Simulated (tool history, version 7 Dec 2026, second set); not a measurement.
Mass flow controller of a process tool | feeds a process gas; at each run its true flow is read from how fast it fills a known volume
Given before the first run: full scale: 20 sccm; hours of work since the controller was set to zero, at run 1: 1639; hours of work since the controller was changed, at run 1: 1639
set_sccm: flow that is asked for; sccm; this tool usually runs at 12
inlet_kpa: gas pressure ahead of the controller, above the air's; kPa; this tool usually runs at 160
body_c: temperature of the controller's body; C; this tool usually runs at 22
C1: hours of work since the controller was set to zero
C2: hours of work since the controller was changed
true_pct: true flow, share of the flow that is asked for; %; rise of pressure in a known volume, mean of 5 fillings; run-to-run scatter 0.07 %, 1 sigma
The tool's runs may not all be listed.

run 1 hour=0 | set_sccm=12 inlet_kpa=160 body_c=22 | C1=1639 C2=1639 | true_pct=98.45
run 2 hour=315.3 | set_sccm=12 inlet_kpa=160 body_c=22 | C1=1800 C2=1800 | true_pct=98.54
run 3 hour=563.2 | set_sccm=12 inlet_kpa=160 body_c=22 | C1=1927 C2=1927 | true_pct=98.5
run 4 hour=826.5 | set_sccm=12 inlet_kpa=212 body_c=22 | C1=2062 C2=2062 | true_pct=99
run 5 hour=1050.1 | set_sccm=12 inlet_kpa=212 body_c=22 | C1=2176 C2=2176 | true_pct=98.89
run 6 hour=1245.3 | set_sccm=12 inlet_kpa=160 body_c=22 | C1=2276 C2=2276 | true_pct=98.57
run 7 hour=1572.9 | set_sccm=12 inlet_kpa=160 body_c=22 | C1=2444 C2=2444 | true_pct=98.6
run 8 hour=1896.3 | set_sccm=12 inlet_kpa=160 body_c=22 | C1=2609 C2=2609 | true_pct=98.42
run 9 hour=2095.5 | set_sccm=12 inlet_kpa=160 body_c=22 | C1=2711 C2=2711 | true_pct=98.6
run 10 hour=2322.2 | set_sccm=12 inlet_kpa=160 body_c=22 | C1=2827 C2=2827 | true_pct=98.54
run 11 hour=2514.8 | set_sccm=12 inlet_kpa=160 body_c=22 | C1=2925 C2=2925 | true_pct=98.64
run 12 hour=2794.3 | set_sccm=12 inlet_kpa=160 body_c=22 | C1=3068 C2=3068 | true_pct=98.51
run 13 hour=3114.9 | set_sccm=2 inlet_kpa=160 body_c=22 | C1=3232 C2=3232 | true_pct=93.89
run 14 hour=3356.8 | set_sccm=2 inlet_kpa=160 body_c=22 | C1=3356 C2=3356 | true_pct=93.75
run 15 hour=3670.7 | set_sccm=2 inlet_kpa=160 body_c=22 | C1=3517 C2=3517 | true_pct=93.59
run 16 hour=3966.1 | set_sccm=12 inlet_kpa=160 body_c=22 | C1=3668 C2=3668 | true_pct=98.48
run 17 hour=4289.5 | set_sccm=12 inlet_kpa=160 body_c=22 | C1=3833 C2=3833 | true_pct=98.68
run 18 hour=4485.2 | set_sccm=12 inlet_kpa=146 body_c=22 | C1=3934 C2=3934 | true_pct=98.47
run 19 hour=4820.4 | set_sccm=12 inlet_kpa=146 body_c=22 | C1=4105 C2=4105 | true_pct=98.4
run 20 hour=5106.5 | set_sccm=12 inlet_kpa=146 body_c=22 | C1=4251 C2=4251 | true_pct=98.45
run 21 hour=5375.7 | set_sccm=12 inlet_kpa=146 body_c=22 | C1=4389 C2=4389 | true_pct=98.47
run 22 hour=5567.6 | set_sccm=12 inlet_kpa=160 body_c=22 | C1=4487 C2=4487 | true_pct=98.55
run 23 hour=5889.4 | set_sccm=12 inlet_kpa=160 body_c=22 | C1=4652 C2=4652 | true_pct=98.59
-- hour=6124.1 controller's zero set anew
run 24 hour=6190.5 | set_sccm=12 inlet_kpa=160 body_c=22 | C1=34 C2=4806 | true_pct=99.59
run 25 hour=6342.9 | set_sccm=12 inlet_kpa=160 body_c=22 | C1=112 C2=4884 | true_pct=99.61
run 26 hour=6675 | set_sccm=8 inlet_kpa=149 body_c=22 | C1=282 C2=5054 | true_pct=98.63
run 27 hour=6934 | set_sccm=8 inlet_kpa=149 body_c=22 | C1=414 C2=5186 | true_pct=98.71
run 28 hour=7102.1 | set_sccm=2 inlet_kpa=210 body_c=24 | C1=500 C2=5272 | true_pct=97.26
run 29 hour=7242.2 | set_sccm=3 inlet_kpa=236 body_c=22 | C1=572 C2=5344 | true_pct=98.03
run 30 hour=7474.3 | set_sccm=18 inlet_kpa=223 body_c=29 | C1=691 C2=5462 | true_pct=100.4
run 31 hour=7682.7 | set_sccm=18 inlet_kpa=223 body_c=29 | C1=797 C2=5569 | true_pct=100.51
run 32 hour=7933.5 | set_sccm=18 inlet_kpa=223 body_c=29 | C1=926 C2=5697 | true_pct=100.58
run 33 hour=8126.3 | set_sccm=16 inlet_kpa=181 body_c=38 | C1=1024 C2=5796 | true_pct=99.31
run 34 hour=8318.7 | set_sccm=2 inlet_kpa=209 body_c=22 | C1=1123 C2=5894 | true_pct=96.88
run 35 hour=8483.6 | set_sccm=2 inlet_kpa=209 body_c=22 | C1=1207 C2=5979 | true_pct=96.8
run 36 hour=8645.6 | set_sccm=11 inlet_kpa=276 body_c=27 | C1=1290 C2=6062 | true_pct=99.7
run 37 hour=8791 | set_sccm=3 inlet_kpa=191 body_c=28 | C1=1364 C2=6136 | true_pct=96.79
run 38 hour=9034.5 | set_sccm=11 inlet_kpa=275 body_c=20 | C1=1489 C2=6261 | true_pct=100.22
run 39 hour=9228.6 | set_sccm=12 inlet_kpa=227 body_c=22 | C1=1588 C2=6360 | true_pct=99.92
run 40 hour=9410.2 | set_sccm=7 inlet_kpa=174 body_c=27 | C1=1681 C2=6453 | true_pct=98.24
run 41 hour=9589.1 | set_sccm=7 inlet_kpa=174 body_c=27 | C1=1773 C2=6544 | true_pct=98.06
run 42 hour=9805.1 | set_sccm=7 inlet_kpa=174 body_c=27 | C1=1883 C2=6655 | true_pct=98.14
run 43 hour=10039.7 | set_sccm=10 inlet_kpa=143 body_c=27 | C1=2003 C2=6775 | true_pct=98.56
run 44 hour=10178.7 | set_sccm=4 inlet_kpa=204 body_c=22 | C1=2074 C2=6846 | true_pct=97.54
run 45 hour=10366.4 | set_sccm=12 inlet_kpa=179 body_c=22 | C1=2170 C2=6942 | true_pct=99.84
run 46 hour=10557.9 | set_sccm=12 inlet_kpa=155 body_c=28 | C1=2268 C2=7040 | true_pct=99.06
run 47 hour=10825.3 | set_sccm=2 inlet_kpa=172 body_c=31 | C1=2405 C2=7177 | true_pct=95.09
run 48 hour=11110.5 | set_sccm=2 inlet_kpa=172 body_c=31 | C1=2551 C2=7323 | true_pct=94.7
run 49 hour=11444.2 | set_sccm=12 inlet_kpa=217 body_c=22 | C1=2722 C2=7493 | true_pct=99.86

The same runs without the tool's hidden state, with the same run-to-run variation:
What the log doesn't record here: flow at rest that the sensor doesn't see, % of full scale; true flow over the shown one, %; drift of the gauge itself on true_pct, %.
run=1 true_pct=98.52
run=2 true_pct=98.6
run=3 true_pct=98.56
run=4 true_pct=99.06
run=5 true_pct=98.94
run=6 true_pct=98.61
run=7 true_pct=98.64
run=8 true_pct=98.45
run=9 true_pct=98.63
run=10 true_pct=98.56
run=11 true_pct=98.65
run=12 true_pct=98.52
run=13 true_pct=96.85
run=14 true_pct=96.82
run=15 true_pct=96.81
run=16 true_pct=98.47
run=17 true_pct=98.66
run=18 true_pct=98.45
run=19 true_pct=98.37
run=20 true_pct=98.41
run=21 true_pct=98.43
run=22 true_pct=98.51
run=23 true_pct=98.54
run=24 true_pct=98.68
run=25 true_pct=98.71
run=26 true_pct=97.75
run=27 true_pct=97.84
run=28 true_pct=96.89
run=29 true_pct=97.48
run=30 true_pct=99.43
run=31 true_pct=99.52
run=32 true_pct=99.57
run=33 true_pct=98.32
run=34 true_pct=97.04
run=35 true_pct=97.02
run=36 true_pct=98.78
run=37 true_pct=96.62
run=38 true_pct=99.28
run=39 true_pct=98.96
run=40 true_pct=97.5
run=41 true_pct=97.33
run=42 true_pct=97.42
run=43 true_pct=97.65
run=44 true_pct=97.35
run=45 true_pct=98.86
run=46 true_pct=98.07
run=47 true_pct=96.37
run=48 true_pct=96.11
run=49 true_pct=98.85
